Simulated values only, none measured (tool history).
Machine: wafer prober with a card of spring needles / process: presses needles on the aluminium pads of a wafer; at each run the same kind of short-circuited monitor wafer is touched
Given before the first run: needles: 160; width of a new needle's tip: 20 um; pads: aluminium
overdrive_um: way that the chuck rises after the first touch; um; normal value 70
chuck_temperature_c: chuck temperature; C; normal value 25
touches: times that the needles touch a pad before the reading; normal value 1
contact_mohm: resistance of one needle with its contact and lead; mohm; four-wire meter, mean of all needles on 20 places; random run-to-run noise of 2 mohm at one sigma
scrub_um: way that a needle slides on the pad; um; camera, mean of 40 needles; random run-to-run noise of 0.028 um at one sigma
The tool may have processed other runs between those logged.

run	hour	overdrive_um	chuck_temperature_c	touches	contact_mohm	scrub_um
1	0.0	70	25	1	270	9.03
# hour 7.4: tips cleaned on abrasive film
# hour 14.7: tips cleaned on abrasive film
# hour 23.9: tips cleaned on abrasive film
# hour 31.3: tips cleaned on abrasive film
2	35.5	70	38	1	324	9.05
# hour 39.2: tips cleaned on abrasive film
# hour 46.6: tips cleaned on abrasive film
# hour 54.0: tips cleaned on abrasive film
3	60.4	70	25	2	296	8.99
# hour 62.3: tips cleaned on abrasive film
# hour 69.7: tips cleaned on abrasive film
# hour 78.9: tips cleaned on abrasive film
# hour 88.1: tips cleaned on abrasive film
# hour 95.4: tips cleaned on abrasive film
# hour 104.6: tips cleaned on abrasive film
4	110.1	70	25	2	291	9.02
# hour 112.1: tips cleaned on abrasive film
# hour 119.4: tips cleaned on abrasive film
# hour 128.6: tips cleaned on abrasive film
# hour 136.0: tips cleaned on abrasive film
# hour 145.2: tips cleaned on abrasive film
# hour 152.5: tips cleaned on abrasive film, once more
5	152.8	70	25	3	229	8.98
# hour 160.2: tips cleaned on abrasive film
# hour 169.4: tips cleaned on abrasive film
# hour 178.6: tips cleaned on abrasive film
# hour 187.8: tips cleaned on abrasive film
6	190.5	70	25	1	296	8.94
# hour 196.1: tips cleaned on abrasive film
# hour 205.2: tips cleaned on abrasive film
# hour 214.4: tips cleaned on abrasive film
7	220.9	70	25	1	353	8.92
# hour 222.9: tips cleaned on abrasive film
# hour 230.2: tips cleaned on abrasive film
# hour 239.4: tips cleaned on abrasive film
# hour 246.8: tips cleaned on abrasive film
# hour 256.0: tips cleaned on abrasive film
# hour 263.3: tips cleaned on abrasive film
8	269.8	64	25	1	379	8.09
# hour 271.8: tips cleaned on abrasive film
# hour 279.1: tips cleaned on abrasive film
# hour 286.5: tips cleaned on abrasive film
# hour 295.7: tips cleaned on abrasive film
# hour 303.1: tips cleaned on abrasive film
9	309.9	64	25	1	385	8.01
# hour 311.9: tips cleaned on abrasive film
# hour 319.2: tips cleaned on abrasive film
# hour 326.6: tips cleaned on abrasive film
# hour 330.5: height of the first contact set anew
# hour 336.1: tips cleaned on abrasive film
# hour 343.4: tips cleaned on abrasive film
# hour 352.6: tips cleaned on abrasive film
10	355.1	64	25	2	277	8.30
# hour 360.7: tips cleaned on abrasive film
# hour 369.9: tips cleaned on abrasive film
# hour 377.2: tips cleaned on abrasive film
# hour 386.4: tips cleaned on abrasive film
11	389.0	70	25	1	303	9.00
# hour 394.5: tips cleaned on abrasive film
# hour 401.9: tips cleaned on abrasive film
# hour 409.3: tips cleaned on abrasive film
# hour 418.5: tips cleaned on abrasive film
# hour 427.7: tips cleaned on abrasive film
12	434.6	70	25	1	345	8.97
# hour 436.5: tips cleaned on abrasive film
# hour 445.7: tips cleaned on abrasive film
# hour 453.1: tips cleaned on abrasive film
13	458.4	70	119	1	352	8.95
# hour 462.1: tips cleaned on abrasive film
# hour 469.5: tips cleaned on abrasive film
# hour 478.6: tips cleaned on abrasive film
# hour 486.0: tips cleaned on abrasive film
14	489.2	68	26	2	289	8.66
# hour 494.8: tips cleaned on abrasive film
# hour 503.9: tips cleaned on abrasive film
# hour 511.6: tips cleaned on abrasive film
15	511.6	88	27	2	218	11.24
# hour 519.0: tips cleaned on abrasive film
# hour 526.4: tips cleaned on abrasive film
# hour 535.5: tips cleaned on abrasive film
16	538.7	82	25	2	262	10.43
# hour 544.3: tips cleaned on abrasive film
# hour 553.4: tips cleaned on abrasive film
# hour 560.8: tips cleaned on abrasive film
# hour 570.0: tips cleaned on abrasive film
# hour 577.4: tips cleaned on abrasive film
# hour 584.7: tips cleaned on abrasive film
17	585.9	73	25	1	269	9.27
# hour 593.3: tips cleaned on abrasive film
# hour 602.5: tips cleaned on abrasive film
# hour 611.7: tips cleaned on abrasive film
# hour 620.9: tips cleaned on abrasive film
# hour 630.1: tips cleaned on abrasive film
18	633.7	70	80	1	322	8.86
# hour 639.1: tips cleaned on abrasive film
# hour 646.4: tips cleaned on abrasive film
# hour 655.6: tips cleaned on abrasive film
# hour 661.4: height of the first contact set anew
# hour 665.1: tips cleaned on abrasive film
19	670.0	70	80	1	345	9.04
# hour 673.7: tips cleaned on abrasive film
# hour 681.1: tips cleaned on abrasive film
# hour 690.3: tips cleaned on abrasive film
# hour 699.5: tips cleaned on abrasive film
# hour 708.6: tips cleaned on abrasive film
20	711.2	74	25	2	260	9.53
# hour 716.7: tips cleaned on abrasive film
# hour 725.9: tips cleaned on abrasive film
# hour 733.3: tips cleaned on abrasive film
# hour 742.4: tips cleaned on abrasive film
21	743.4	74	25	2	239	9.53
# hour 750.7: tips cleaned on abrasive film
# hour 758.1: tips cleaned on abrasive film
# hour 767.3: tips cleaned on abrasive film
22	769.2	53	53	2	295	6.80
# hour 774.7: tips cleaned on abrasive film
# hour 782.1: tips cleaned on abrasive film
# hour 791.3: tips cleaned on abrasive film
# hour 798.7: tips cleaned on abrasive film
# hour 807.8: tips cleaned on abrasive film
# hour 815.2: tips cleaned on abrasive film
23	817.3	76	34	2	259	9.69
# hour 822.9: tips cleaned on abrasive film
# hour 830.2: tips cleaned on abrasive film
# hour 839.4: tips cleaned on abrasive film
# hour 848.6: tips cleaned on abrasive film
# hour 856.4: tips cleaned on abrasive film
24	856.4	60	44	1	243	7.59
# hour 865.6: tips cleaned on abrasive film
# hour 874.8: tips cleaned on abrasive film
# hour 882.2: tips cleaned on abrasive film
# hour 891.3: tips cleaned on abrasive film
# hour 898.7: tips cleaned on abrasive film
# hour 907.9: tips cleaned on abrasive film
25	908.0	60	44	1	247	7.56

Consider 4 possible next runs. They are alternatives, not a sequence: every one starts from the tool as it was left by run 25. What does each give?
# hour 915.4: tips cleaned on abrasive film
# hour 922.7: tips cleaned on abrasive film
# hour 930.1: tips cleaned on abrasive film
A	935.0	60	25	1	?	?
# hour 915.4: tips cleaned on abrasive film
# hour 922.7: tips cleaned on abrasive film
# hour 930.1: tips cleaned on abrasive film
B	935.0	56	44	2	?	?
# hour 915.4: tips cleaned on abrasive film
# hour 922.7: tips cleaned on abrasive film
# hour 930.1: tips cleaned on abrasive film
C	935.0	60	101	1	?	?
# hour 915.4: tips cleaned on abrasive film
# hour 922.7: tips cleaned on abrasive film
# hour 930.1: tips cleaned on abrasive film
D	935.0	70	29	1	?	?

run	contact_mohm	scrub_um
A	396	7.61
B	343	7.06
C	396	7.57
D	346	8.88
Without the tool's hidden state the same runs would have given:
run	contact_mohm	scrub_um
A	217	7.80
B	222	7.25
C	237	7.76
D	215	9.07
